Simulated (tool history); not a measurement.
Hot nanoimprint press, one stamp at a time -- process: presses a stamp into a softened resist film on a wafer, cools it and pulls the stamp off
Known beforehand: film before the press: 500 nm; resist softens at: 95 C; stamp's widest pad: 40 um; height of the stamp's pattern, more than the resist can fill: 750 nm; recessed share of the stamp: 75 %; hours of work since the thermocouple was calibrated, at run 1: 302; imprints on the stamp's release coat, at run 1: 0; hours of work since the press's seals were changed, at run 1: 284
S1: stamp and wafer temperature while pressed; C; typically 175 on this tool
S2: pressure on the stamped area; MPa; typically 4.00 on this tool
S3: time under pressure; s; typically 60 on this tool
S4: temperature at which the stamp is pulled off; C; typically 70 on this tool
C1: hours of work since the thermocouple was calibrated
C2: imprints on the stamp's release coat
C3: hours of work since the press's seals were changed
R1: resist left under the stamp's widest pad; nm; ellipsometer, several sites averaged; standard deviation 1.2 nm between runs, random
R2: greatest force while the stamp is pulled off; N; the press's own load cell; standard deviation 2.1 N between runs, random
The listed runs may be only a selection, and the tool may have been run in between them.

| run | day | S1 | S2 | S3 | S4 | C1 | C2 | C3 | R1 | R2 |
|---|---|---|---|---|---|---|---|---|---|---|
| 1 | 0.000 | 175 | 4.00 | 60 | 70 | 302 | 0 | 284 | 194.3 | 96 |
| 2 | 0.521 | 175 | 4.00 | 60 | 70 | 310 | 62 | 292 | 196.6 | 98 |
| 3 | 1.133 | 175 | 4.00 | 60 | 70 | 319 | 135 | 301 | 195.2 | 101 |
| 4 | 1.525 | 175 | 4.00 | 60 | 70 | 325 | 182 | 307 | 195.6 | 101 |
| 5 | 2.275 | 175 | 4.00 | 37 | 70 | 336 | 271 | 318 | 233.0 | 101 |
| 6 | 2.729 | 175 | 4.00 | 60 | 70 | 343 | 325 | 325 | 195.4 | 104 |
| 7 | 3.167 | 175 | 4.00 | 60 | 70 | 349 | 377 | 332 | 194.8 | 106 |
| 8 | 3.750 | 175 | 4.00 | 60 | 70 | 358 | 447 | 340 | 197.9 | 100 |
| 9 | 4.321 | 175 | 4.00 | 60 | 70 | 366 | 515 | 349 | 196.2 | 106 |
| 10 | 4.833 | 175 | 4.00 | 60 | 70 | 374 | 576 | 357 | 199.2 | 105 |
| 11 | 5.192 | 175 | 4.00 | 60 | 70 | 380 | 619 | 362 | 199.5 | 107 |
| 12 | 5.971 | 175 | 4.00 | 60 | 70 | 391 | 712 | 374 | 200.4 | 111 |
| 13 | 6.429 | 175 | 4.00 | 60 | 70 | 398 | 766 | 381 | 198.4 | 114 |
| 14 | 7.233 | 175 | 4.00 | 60 | 70 | 410 | 862 | 393 | 200.8 | 111 |
| 15 | 7.971 | 175 | 4.00 | 60 | 70 | 421 | 950 | 404 | 199.8 | 112 |
| 16 | 8.517 | 180 | 2.83 | 56 | 69 | 429 | 1015 | 412 | 202.6 | 119 |
| 17 | 9.033 | 168 | 2.83 | 63 | 69 | 437 | 1077 | 420 | 306.7 | 119 |
| 18 | 9.467 | 176 | 2.51 | 71 | 58 | 444 | 1128 | 426 | 231.7 | 155 |
| 19 | 10.079 | 176 | 5.67 | 49 | 71 | 453 | 1201 | 435 | 174.8 | 119 |
| 20 | 10.871 | 184 | 4.95 | 55 | 68 | 465 | 1296 | 447 | 128.9 | 130 |
| 21 | 11.383 | 178 | 3.14 | 100 | 67 | 472 | 1357 | 455 | 168.6 | 132 |
|  | 11.554 | plate thermocouple calibrated |
| 22 | 11.954 | 178 | 3.14 | 100 | 67 | 6 | 1410 | 462 | 171.6 | 131 |
| 23 | 12.696 | 178 | 3.14 | 100 | 67 | 17 | 1499 | 473 | 171.5 | 140 |
| 24 | 13.071 | 178 | 3.14 | 100 | 67 | 23 | 1543 | 478 | 172.9 | 137 |
| 25 | 13.729 | 178 | 3.14 | 100 | 60 | 33 | 1622 | 488 | 172.2 | 162 |
| 26 | 14.408 | 170 | 4.00 | 60 | 69 | 43 | 1703 | 498 | 257.1 | 136 |
| 27 | 15.017 | 168 | 4.00 | 60 | 68 | 52 | 1776 | 507 | 277.1 | 147 |
| 28 | 15.838 | 176 | 3.50 | 39 | 72 | 64 | 1873 | 520 | 250.4 | 125 |
|  | 16.404 | plate thermocouple calibrated, once more |
| 29 | 16.462 | 175 | 2.78 | 60 | 72 | 1 | 1933 | 527 | 226.9 | 122 |

Branching from run 29: 3 alternative next runs. What would each branch give?
| A | 17.229 | 173 | 5.43 | 72 | 72 | 12 | 2024 | 539 | ? | ? |
| B | 17.229 | 180 | 2.78 | 60 | 55 | 12 | 2024 | 539 | ? | ? |
| C | 17.229 | 175 | 4.00 | 41 | 70 | 12 | 2024 | 539 | ? | ? |

| run | R1 | R2 |
|---|---|---|
| A | 159.8 | 116 |
| B | 185.0 | 174 |
| C | 214.3 | 132 |
With the hidden condition removed and each run's random variation left untouched, the same runs would have given:
| run | R1 | R2 |
|---|---|---|
| A | 156.5 | 86 |
| B | 183.0 | 128 |
| C | 211.2 | 97 |

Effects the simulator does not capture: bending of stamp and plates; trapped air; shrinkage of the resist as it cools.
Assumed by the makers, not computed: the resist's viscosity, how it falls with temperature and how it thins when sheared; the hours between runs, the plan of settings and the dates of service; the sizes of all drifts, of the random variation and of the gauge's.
